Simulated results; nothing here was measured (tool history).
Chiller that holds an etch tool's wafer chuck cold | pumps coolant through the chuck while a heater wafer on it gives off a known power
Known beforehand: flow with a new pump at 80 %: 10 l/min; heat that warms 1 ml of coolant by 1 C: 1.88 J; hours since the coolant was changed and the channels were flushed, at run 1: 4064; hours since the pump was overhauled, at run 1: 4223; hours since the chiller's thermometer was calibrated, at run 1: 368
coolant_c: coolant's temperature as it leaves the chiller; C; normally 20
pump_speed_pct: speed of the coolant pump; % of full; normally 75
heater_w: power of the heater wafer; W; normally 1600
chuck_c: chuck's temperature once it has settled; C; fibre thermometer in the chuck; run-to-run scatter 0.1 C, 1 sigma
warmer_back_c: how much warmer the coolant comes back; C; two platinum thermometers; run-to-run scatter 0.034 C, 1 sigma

run,day,coolant_c,pump_speed_pct,heater_w,hours since the coolant was changed and the channels were flushed,hours since the pump was overhauled,hours since the chiller's thermometer was calibrated,chuck_c,warmer_back_c
1,0,20,75,1600,4064,4223,368,31.8,5.47
2,1.975,20,75,1600,4111,4270,415,31.7,5.53
3,3.721,20,66,1600,4153,4312,457,33.2,6.26
4,6.279,20,75,1872,4214,4374,518,34,6.39
5,8.588,18,75,1600,4270,4429,574,29.7,5.54
6,12.025,18,75,1600,4352,4512,656,29.7,5.51
7,15.638,18,75,1600,4439,4598,743,29.9,5.56
8,19.538,20,75,1600,4532,4692,837,31.8,5.56
9,22.05,20,87,1600,4593,4752,897,30.3,4.81
10,24.029,20,75,2142,4640,4800,944,35.9,7.47
11,26.588,20,75,2142,4702,4861,1006,35.7,7.44
12,29.704,12,75,2142,4776,4936,1080,27.8,7.53
13,33.175,12,75,2142,4860,5019,1164,27.9,7.51
14,36.642,12,75,2142,4943,5102,1247,27.8,7.49
15,40.304,12,95,2142,5031,5190,1335,24.6,5.95
16,44.038,12,95,2142,5120,5280,1425,24.8,5.91
17,47.879,12,95,2142,5213,5372,1517,24.5,5.92
18,50.117,12,88,1314,5266,5426,1570,20.4,4.04
19,54.325,12,88,1314,5367,5527,1671,20.5,4.12
20,58.075,27,61,1744,5457,5617,1761,42.7,7.71
21,61.746,20,94,1600,5545,5705,1850,29.5,4.74
22,65.917,20,95,1600,5646,5805,1950,29.6,4.65
23,68.2,20,95,1600,5700,5860,2004,29.5,4.67
# day 70.108: gauge calibrated
24,72.162,20,97,1600,5795,5955,2099,29.1,4.13
25,75.279,20,97,851,5870,6030,2174,25,2.27
26,77.333,20,99,827,5920,6079,2224,24.7,2.09
27,81.442,20,79,827,6018,6178,2322,25.8,2.74
28,85.738,20,76,827,6121,6281,2425,26.1,2.86
29,90.033,20,76,827,6224,6384,2528,26,2.9
30,91.958,26,72,1026,6271,6430,2575,33.8,3.75
31,95.683,18,97,1319,6360,6519,2664,25.6,3.57
32,99.829,20,72,1600,6459,6619,2763,32.3,5.87
# day 102.721: coolant pump overhauled
33,103.121,26,79,1561,6533,10,2838,37.1,5.22

3 options for the next run, each taken on its own from the tool as it stands now. Forecast them:
A,105.962,18,79,1561,6602,78,2906,?,?
B,105.962,20,88,1600,6602,78,2906,?,?
C,105.962,27,74,1145,6602,78,2906,?,?

run,chuck_c,warmer_back_c
A,29.1,5.26
B,30.4,4.81
C,35.6,4.18
Without the tool's unlogged condition, the same runs would have read:
run,chuck_c,warmer_back_c
A,29.1,5.05
B,30.3,4.6
C,35.6,3.98

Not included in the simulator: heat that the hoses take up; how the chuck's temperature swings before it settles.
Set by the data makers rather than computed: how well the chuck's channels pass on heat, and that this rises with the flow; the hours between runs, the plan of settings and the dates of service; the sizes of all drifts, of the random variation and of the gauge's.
